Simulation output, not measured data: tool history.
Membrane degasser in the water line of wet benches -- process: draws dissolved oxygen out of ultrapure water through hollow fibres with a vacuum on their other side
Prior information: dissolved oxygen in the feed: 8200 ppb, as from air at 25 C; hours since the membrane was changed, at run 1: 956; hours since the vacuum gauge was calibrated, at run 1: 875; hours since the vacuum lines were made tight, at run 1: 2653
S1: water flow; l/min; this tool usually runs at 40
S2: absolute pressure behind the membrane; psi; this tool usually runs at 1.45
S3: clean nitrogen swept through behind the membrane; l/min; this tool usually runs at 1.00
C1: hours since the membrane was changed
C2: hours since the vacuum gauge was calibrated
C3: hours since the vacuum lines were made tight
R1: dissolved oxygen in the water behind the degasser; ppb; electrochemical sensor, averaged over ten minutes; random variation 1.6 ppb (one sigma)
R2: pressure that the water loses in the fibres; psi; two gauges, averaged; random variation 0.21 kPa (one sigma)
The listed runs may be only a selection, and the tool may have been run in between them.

| run | hour | S1 | S2 | S3 | C1 | C2 | C3 | R1 | R2 |
|---|---|---|---|---|---|---|---|---|---|
| 1 | 0.0 | 40 | 1.45 | 1.00 | 956 | 875 | 2653 | 531.4 | 7.371 |
| 2 | 53.3 | 40 | 1.45 | 1.00 | 1010 | 929 | 2707 | 532.5 | 7.342 |
| 3 | 88.1 | 40 | 1.45 | 1.00 | 1045 | 964 | 2742 | 530.4 | 7.324 |
| 4 | 141.6 | 40 | 1.45 | 1.00 | 1098 | 1017 | 2795 | 532.0 | 7.358 |
| 5 | 168.3 | 40 | 1.00 | 1.00 | 1125 | 1044 | 2822 | 304.4 | 7.316 |
| 6 | 201.5 | 40 | 0.99 | 1.00 | 1158 | 1077 | 2855 | 296.4 | 7.372 |
| 7 | 251.2 | 40 | 0.99 | 1.00 | 1208 | 1127 | 2905 | 297.3 | 7.337 |
| 8 | 302.7 | 40 | 0.99 | 1.29 | 1259 | 1178 | 2956 | 244.2 | 7.342 |
| 9 | 324.6 | 40 | 0.99 | 1.29 | 1281 | 1200 | 2978 | 243.4 | 7.342 |
| 10 | 377.7 | 40 | 0.99 | 1.29 | 1334 | 1253 | 3031 | 245.5 | 7.352 |
| 11 | 417.7 | 40 | 0.99 | 1.29 | 1374 | 1293 | 3071 | 245.1 | 7.271 |
| 12 | 461.9 | 40 | 1.33 | 1.00 | 1418 | 1337 | 3115 | 474.4 | 7.368 |
| 13 | 489.4 | 40 | 1.33 | 1.00 | 1446 | 1365 | 3143 | 475.9 | 7.278 |
|  | 542.6 | seals of the vacuum lines changed |
| 14 | 543.7 | 40 | 1.45 | 1.00 | 1498 | 1417 | 1 | 533.9 | 7.337 |
| 15 | 569.2 | 40 | 1.45 | 1.00 | 1524 | 1443 | 27 | 531.4 | 7.329 |
| 16 | 609.0 | 40 | 1.45 | 1.00 | 1563 | 1483 | 66 | 533.2 | 7.388 |
| 17 | 656.3 | 40 | 1.84 | 1.00 | 1611 | 1530 | 114 | 725.4 | 7.372 |
| 18 | 707.1 | 40 | 1.84 | 1.36 | 1661 | 1581 | 165 | 572.6 | 7.300 |
| 19 | 761.6 | 40 | 1.84 | 1.36 | 1716 | 1635 | 219 | 574.3 | 7.362 |
| 20 | 800.6 | 58 | 3.50 | 1.42 | 1755 | 1674 | 258 | 1478.3 | 10.604 |
| 21 | 847.9 | 31 | 2.06 | 1.00 | 1802 | 1721 | 305 | 675.4 | 5.678 |
| 22 | 901.5 | 31 | 2.06 | 1.00 | 1856 | 1775 | 359 | 676.2 | 5.674 |
| 23 | 933.4 | 31 | 2.06 | 1.00 | 1888 | 1807 | 391 | 676.4 | 5.691 |
| 24 | 968.1 | 40 | 1.45 | 0.53 | 1922 | 1842 | 426 | 830.2 | 7.314 |
| 25 | 996.8 | 53 | 2.47 | 1.45 | 1951 | 1870 | 454 | 954.2 | 9.757 |
| 26 | 1031.3 | 40 | 1.45 | 0.88 | 1986 | 1905 | 489 | 585.0 | 7.345 |
| 27 | 1071.8 | 37 | 2.90 | 2.17 | 2026 | 1945 | 529 | 618.1 | 6.830 |
| 28 | 1098.9 | 40 | 1.81 | 1.00 | 2053 | 1972 | 556 | 711.8 | 7.333 |
| 29 | 1144.6 | 40 | 1.07 | 0.98 | 2099 | 2018 | 602 | 347.7 | 7.366 |
| 30 | 1167.3 | 36 | 1.39 | 0.86 | 2122 | 2041 | 625 | 518.7 | 6.572 |
| 31 | 1211.2 | 36 | 2.38 | 0.44 | 2166 | 2085 | 669 | 1555.8 | 6.604 |
| 32 | 1243.2 | 52 | 0.99 | 1.82 | 2198 | 2117 | 701 | 241.5 | 9.429 |
| 33 | 1287.9 | 59 | 0.90 | 0.42 | 2242 | 2161 | 745 | 571.2 | 10.789 |

Below are 3 alternative next runs, each starting from the tool's condition after run 33. Predict each:
| A | 1325.4 | 25 | 0.99 | 0.77 | 2280 | 2199 | 783 | ? | ? |
| B | 1325.4 | 42 | 1.36 | 1.89 | 2280 | 2199 | 783 | ? | ? |
| C | 1325.4 | 40 | 3.09 | 1.59 | 2280 | 2199 | 783 | ? | ? |

| run | R1 | R2 |
|---|---|---|
| A | 243.5 | 4.643 |
| B | 310.2 | 7.674 |
| C | 907.2 | 7.310 |
Had the tool no hidden state, the same runs would have come out as:
| run | R1 | R2 |
|---|---|---|
| A | 243.3 | 4.638 |
| B | 310.0 | 7.667 |
| C | 907.0 | 7.304 |

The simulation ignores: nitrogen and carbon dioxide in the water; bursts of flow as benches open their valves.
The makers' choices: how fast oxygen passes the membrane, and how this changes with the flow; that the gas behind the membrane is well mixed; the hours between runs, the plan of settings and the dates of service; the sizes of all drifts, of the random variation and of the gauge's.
